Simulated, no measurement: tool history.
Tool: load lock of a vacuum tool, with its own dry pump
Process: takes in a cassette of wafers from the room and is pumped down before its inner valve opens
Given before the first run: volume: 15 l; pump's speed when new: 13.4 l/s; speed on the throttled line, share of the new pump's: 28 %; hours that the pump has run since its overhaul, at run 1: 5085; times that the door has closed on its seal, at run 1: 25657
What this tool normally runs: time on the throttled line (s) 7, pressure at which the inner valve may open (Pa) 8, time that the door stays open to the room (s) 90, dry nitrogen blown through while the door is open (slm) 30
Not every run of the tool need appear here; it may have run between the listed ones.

| run | hour | time on the throttled line (s) | pressure at which the inner valve may open (Pa) | time that the door stays open to the room (s) | dry nitrogen blown through while the door is open (slm) | hours that the pump has run since its overhaul | times that the door has closed on its seal | incoming humidity of the room's air, % | time from the closed door until the inner valve may open (s) | rise of the pressure with all valves shut (Pa/min) |
|---|---|---|---|---|---|---|---|---|---|---|
| 1 | 0.0 | 7 | 8 | 90 | 30 | 5085 | 25657 | 46.3 | 16.0 | 0.108 |
| 2 | 104.1 | 7 | 8 | 46 | 30 | 5189 | 25924 | 50.9 | 16.0 | 0.093 |
| 3 | 196.4 | 7 | 6 | 90 | 30 | 5282 | 26161 | 45.9 | 16.5 | 0.108 |
| 4 | 261.2 | 7 | 8 | 90 | 30 | 5347 | 26327 | 41.8 | 15.9 | 0.104 |
| 5 | 406.5 | 7 | 8 | 90 | 30 | 5492 | 26700 | 46.5 | 16.3 | 0.112 |
| 6 | 549.1 | 7 | 8 | 90 | 30 | 5634 | 27065 | 42.2 | 16.1 | 0.113 |
| 7 | 662.0 | 7 | 8 | 90 | 30 | 5747 | 27355 | 44.7 | 16.3 | 0.107 |
| 8 | 758.5 | 7 | 8 | 90 | 30 | 5844 | 27602 | 51.2 | 16.2 | 0.120 |
| 9 | 857.4 | 7 | 8 | 90 | 30 | 5943 | 27856 | 47.7 | 16.1 | 0.115 |
| 10 | 948.1 | 7 | 8 | 90 | 30 | 6033 | 28089 | 45.2 | 16.1 | 0.117 |
| 11 | 1073.7 | 7 | 8 | 90 | 30 | 6159 | 28411 | 47.7 | 16.2 | 0.114 |
| 12 | 1158.2 | 7 | 8 | 90 | 30 | 6243 | 28627 | 46.2 | 16.3 | 0.117 |
| 13 | 1287.4 | 7 | 16 | 90 | 30 | 6373 | 28959 | 49.5 | 15.2 | 0.124 |
| 14 | 1437.1 | 7 | 16 | 90 | 30 | 6522 | 29342 | 43.0 | 15.4 | 0.119 |
| 15 | 1534.6 | 7 | 8 | 90 | 21 | 6620 | 29593 | 45.0 | 16.3 | 0.125 |
| 16 | 1636.8 | 7 | 8 | 90 | 5 | 6722 | 29855 | 44.9 | 16.4 | 0.162 |
| 17 | 1765.1 | 7 | 8 | 90 | 5 | 6850 | 30184 | 48.0 | 16.4 | 0.172 |
| 18 | 1919.6 | 7 | 8 | 90 | 5 | 7005 | 30580 | 48.7 | 16.3 | 0.170 |
| 19 | 1990.9 | 7 | 8 | 90 | 5 | 7076 | 30763 | 45.2 | 16.2 | 0.176 |
| 20 | 2057.1 | 7 | 9 | 36 | 36 | 7142 | 30932 | 44.9 | 16.2 | 0.105 |
| 21 | 2200.2 | 7 | 9 | 36 | 36 | 7286 | 31299 | 44.1 | 16.4 | 0.102 |
| 22 | 2336.3 | 7 | 8 | 217 | 30 | 7422 | 31648 | 45.3 | 16.5 | 0.154 |
| 23 | 2420.7 | 7 | 11 | 90 | 30 | 7506 | 31865 | 45.5 | 16.0 | 0.126 |
| 24 | 2551.6 | 7 | 8 | 27 | 30 | 7637 | 32200 | 43.8 | 16.2 | 0.105 |
| 25 | 2648.0 | 13 | 12 | 115 | 30 | 7733 | 32448 | 43.7 | 19.9 | 0.134 |
| 26 | 2750.2 | 13 | 12 | 115 | 30 | 7835 | 32710 | 45.5 | 20.0 | 0.131 |
| 27 | 2880.5 | 10 | 14 | 76 | 7 | 7966 | 33044 | 46.2 | 17.7 | 0.162 |
| 28 | 3035.8 | 9 | 12 | 46 | 20 | 8121 | 33442 | 43.9 | 17.4 | 0.125 |
| 29 | 3190.3 | 7 | 8 | 134 | 44 | 8276 | 33838 | 47.7 | 16.7 | 0.140 |
| 30 | 3309.2 | 10 | 8 | 44 | 30 | 8395 | 34143 | 47.3 | 18.7 | 0.121 |
| 31 | 3426.6 | 10 | 8 | 90 | 30 | 8512 | 34444 | 50.3 | 18.4 | 0.142 |
| 32 | 3508.3 | 7 | 8 | 90 | 5 | 8594 | 34654 | 47.9 | 16.6 | 0.190 |
| 33 | 3649.5 | 7 | 8 | 90 | 5 | 8735 | 35016 | 46.0 | 16.6 | 0.183 |
| 34 | 3793.2 | 11 | 7 | 60 | 20 | 8879 | 35385 | 43.7 | 19.3 | 0.137 |
| 35 | 3882.6 | 4 | 8 | 90 | 30 | 8968 | 35614 | 43.8 | 14.2 | 0.141 |
| 36 | 3986.8 | 4 | 8 | 90 | 30 | 9072 | 35881 | 45.5 | 14.5 | 0.139 |
| 37 | 4070.3 | 4 | 12 | 90 | 44 | 9156 | 36095 | 44.0 | 13.9 | 0.128 |
| 38 | 4151.7 | 4 | 10 | 90 | 7 | 9237 | 36304 | 41.3 | 14.1 | 0.172 |

What if the next run were any one of these 3? Each begins from the tool's condition after run 38:
| A | 4279.8 | 4 | 15 | 108 | 7 | 9365 | 36632 | 45.3 | ? | ? |
| B | 4279.8 | 8 | 8 | 90 | 30 | 9365 | 36632 | 43.9 | ? | ? |
| C | 4279.8 | 6 | 6 | 131 | 30 | 9365 | 36632 | 44.3 | ? | ? |

| run | time from the closed door until the inner valve may open (s) | rise of the pressure with all valves shut (Pa/min) |
|---|---|---|
| A | 13.7 | 0.193 |
| B | 17.4 | 0.137 |
| C | 16.4 | 0.153 |
With no hidden state in the tool, these same runs would have given:
| run | time from the closed door until the inner valve may open (s) | rise of the pressure with all valves shut (Pa/min) |
|---|---|---|
| A | 12.9 | 0.106 |
| B | 16.7 | 0.051 |
| C | 15.5 | 0.066 |
